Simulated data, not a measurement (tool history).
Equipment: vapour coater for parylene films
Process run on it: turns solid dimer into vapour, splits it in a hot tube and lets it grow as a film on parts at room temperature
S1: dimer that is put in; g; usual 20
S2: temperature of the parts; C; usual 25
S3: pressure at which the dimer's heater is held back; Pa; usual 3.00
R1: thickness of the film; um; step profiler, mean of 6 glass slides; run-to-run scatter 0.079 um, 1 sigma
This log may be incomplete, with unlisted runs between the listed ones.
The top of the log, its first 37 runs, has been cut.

{"run": 38, "day": 30.271, "S1": 26, "S2": 18, "S3": 7.24, "R1": 24.13}
{"day": 30.721, "done": "trap's valve overhauled"}
{"run": 39, "day": 30.942, "S1": 26, "S2": 18, "S3": 8.36, "R1": 23.92}
{"run": 40, "day": 31.658, "S1": 26, "S2": 31, "S3": 8.36, "R1": 14.92}
{"run": 41, "day": 32.15, "S1": 18, "S2": 31, "S3": 9.76, "R1": 10.21}
{"run": 42, "day": 32.871, "S1": 18, "S2": 31, "S3": 9.76, "R1": 10.21}
{"run": 43, "day": 33.804, "S1": 19, "S2": 27, "S3": 6.55, "R1": 13.08}
{"run": 44, "day": 34.417, "S1": 9, "S2": 27, "S3": 5.46, "R1": 6.34}
{"run": 45, "day": 35.146, "S1": 35, "S2": 27, "S3": 3.95, "R1": 25.79}
{"run": 46, "day": 36.233, "S1": 35, "S2": 26, "S3": 2.89, "R1": 27.8}
{"run": 47, "day": 36.729, "S1": 27, "S2": 25, "S3": 3.0, "R1": 22.06}

Forecast each of these 3 alternatives for the next run:
{"run": "A", "day": 37.792, "S1": 27, "S2": 26, "S3": 2.96, "R1": "?"}
{"run": "B", "day": 37.792, "S1": 27, "S2": 27, "S3": 3.0, "R1": "?"}
{"run": "C", "day": 37.792, "S1": 10, "S2": 19, "S3": 9.18, "R1": "?"}

run=A R1=21.28
run=B R1=20.52
run=C R1=8.69
What these runs would have given with no unlogged condition in the tool:
run=A R1=21.48
run=B R1=20.72
run=C R1=8.77

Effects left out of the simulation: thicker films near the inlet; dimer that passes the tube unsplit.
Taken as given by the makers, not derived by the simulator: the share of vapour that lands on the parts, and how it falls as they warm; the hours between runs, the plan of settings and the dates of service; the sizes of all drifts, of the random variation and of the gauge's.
